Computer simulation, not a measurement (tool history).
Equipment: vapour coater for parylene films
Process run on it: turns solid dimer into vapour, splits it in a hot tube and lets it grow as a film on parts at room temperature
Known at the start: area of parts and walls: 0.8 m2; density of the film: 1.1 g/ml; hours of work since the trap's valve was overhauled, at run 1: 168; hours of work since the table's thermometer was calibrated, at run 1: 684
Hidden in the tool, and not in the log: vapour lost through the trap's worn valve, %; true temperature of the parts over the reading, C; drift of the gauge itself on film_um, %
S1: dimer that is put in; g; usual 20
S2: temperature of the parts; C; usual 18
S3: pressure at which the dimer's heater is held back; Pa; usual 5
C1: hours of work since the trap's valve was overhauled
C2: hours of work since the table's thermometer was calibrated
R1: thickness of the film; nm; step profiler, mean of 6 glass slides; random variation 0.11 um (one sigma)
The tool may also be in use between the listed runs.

run,day,S1,S2,S3,C1,C2,R1
1,0,20,18,5,168,684,11730
2,0.721,20,18,6.89,183,699,11240
3,1.108,20,18,5,191,707,11740
4,1.896,20,18,5,207,723,11400
5,2.242,20,18,5,214,730,11310
# day 2.875: trap's valve overhauled
6,2.979,20,18,5,2,742,13070
7,3.396,20,18,5,11,751,13010
8,3.8,20,18,5,19,759,12880
9,4.5,20,18,5,34,774,12700
10,5.242,20,12,5,49,789,15400
11,5.754,20,18,5,60,800,12570
12,6.162,20,18,5,69,809,12500
13,6.821,31,18,5,82,822,19320
14,7.3,31,18,5,92,832,19440
15,7.779,31,18,5,102,842,19080
16,8.421,20,25,5,116,856,9620
17,8.792,9,18,5,123,863,5450
18,9.275,10,18,5,133,873,6010
19,9.7,12,18,5,142,882,7230
20,10.192,12,18,5,152,893,7140
21,10.629,20,18,5,162,902,11870
22,11.083,20,18,5,171,911,11800
23,11.942,20,18,5,189,929,11690
24,12.554,20,18,5,202,942,11730
25,13.183,20,18,5,215,955,11420
# day 13.817: trap's valve overhauled
26,14.1,20,18,5,6,970,13030
27,14.579,20,18,5,16,980,12870
28,15.146,20,18,5,28,992,12800
29,15.779,18,29,3.96,41,1005,8290
30,16.2,20,14,4.24,50,1014,14550
31,16.762,14,18,3.82,61,1026,8920
32,17.183,20,26,4.57,70,1035,9760
33,17.871,20,18,3.98,85,1049,12700
34,18.442,22,11,2.61,96,1061,18090
35,19.262,22,11,2.61,113,1078,17970
36,19.754,16,11,2.61,124,1088,12810
37,20.246,28,30,2.61,134,1098,12270
38,20.896,28,30,2.61,148,1112,12050
39,21.696,20,13,5,164,1129,13910
40,22.425,20,13,5,179,1144,13810
# day 22.846: table's thermometer calibrated
41,23.212,26,11,3.38,195,8,19790
42,23.638,26,11,3.38,204,17,19990
43,24.296,30,12,2.42,218,30,22630
# day 24.821: trap's valve overhauled
44,25.05,20,15,3.75,5,42,14950
45,25.758,10,18,7.19,20,57,6310
46,26.146,24,15,5.38,28,65,16980
47,26.646,16,18,2.02,38,76,11350

Branching from run 47: 3 alternative next runs. What would each branch give?
A,27.4,9,18,5,54,91,?
B,27.4,16,17,3.87,54,91,?
C,27.4,16,11,2.02,54,91,?

run,R1
A,5780
B,10800
C,13890
With the hidden condition removed and each run's random variation left untouched, the same runs would have given:
run,R1
A,5980
B,11180
C,14380
